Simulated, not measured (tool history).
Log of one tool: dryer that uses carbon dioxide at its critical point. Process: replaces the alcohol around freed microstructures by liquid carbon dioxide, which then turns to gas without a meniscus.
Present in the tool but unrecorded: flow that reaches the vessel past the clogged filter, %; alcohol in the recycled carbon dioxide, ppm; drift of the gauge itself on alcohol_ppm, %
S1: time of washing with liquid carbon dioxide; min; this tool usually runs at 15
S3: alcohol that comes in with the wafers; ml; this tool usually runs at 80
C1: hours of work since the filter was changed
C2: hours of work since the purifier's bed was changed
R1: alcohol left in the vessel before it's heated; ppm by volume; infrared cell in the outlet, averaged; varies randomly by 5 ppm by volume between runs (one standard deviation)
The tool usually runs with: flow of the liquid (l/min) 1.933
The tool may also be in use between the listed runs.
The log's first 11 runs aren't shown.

run 12 day=6.775 | S1=15 flow_of_the_liquid_(l/min)=1.42 S3=80 | C1=241 C2=598 | R1=351
run 13 day=7.521 | S1=15 flow_of_the_liquid_(l/min)=1.42 S3=80 | C1=251 C2=608 | R1=352
run 14 day=8.167 | S1=15 flow_of_the_liquid_(l/min)=2.3 S3=80 | C1=260 C2=617 | R1=65
run 15 day=8.533 | S1=15 flow_of_the_liquid_(l/min)=2.3 S3=80 | C1=265 C2=622 | R1=60
run 16 day=9.367 | S1=15 flow_of_the_liquid_(l/min)=2.3 S3=80 | C1=277 C2=634 | R1=70
run 17 day=9.742 | S1=22 flow_of_the_liquid_(l/min)=2.54 S3=69 | C1=282 C2=639 | R1=40
run 18 day=10.108 | S1=15 flow_of_the_liquid_(l/min)=1.933 S3=26 | C1=287 C2=644 | R1=65
run 19 day=10.767 | S1=12 flow_of_the_liquid_(l/min)=2.97 S3=100 | C1=296 C2=653 | R1=75
run 20 day=11.212 | S1=14 flow_of_the_liquid_(l/min)=1.99 S3=110 | C1=302 C2=660 | R1=183

What does the tool deliver on the next run?
run 21 day=11.95 | S1=14 flow_of_the_liquid_(l/min)=1.99 S3=110 | C1=312 C2=670 | R1=?

{"run 21": {"R1": 183}}
Were there no unlogged condition in the tool, this run, its random variation unchanged, would have produced R1 71 ppm by volume.

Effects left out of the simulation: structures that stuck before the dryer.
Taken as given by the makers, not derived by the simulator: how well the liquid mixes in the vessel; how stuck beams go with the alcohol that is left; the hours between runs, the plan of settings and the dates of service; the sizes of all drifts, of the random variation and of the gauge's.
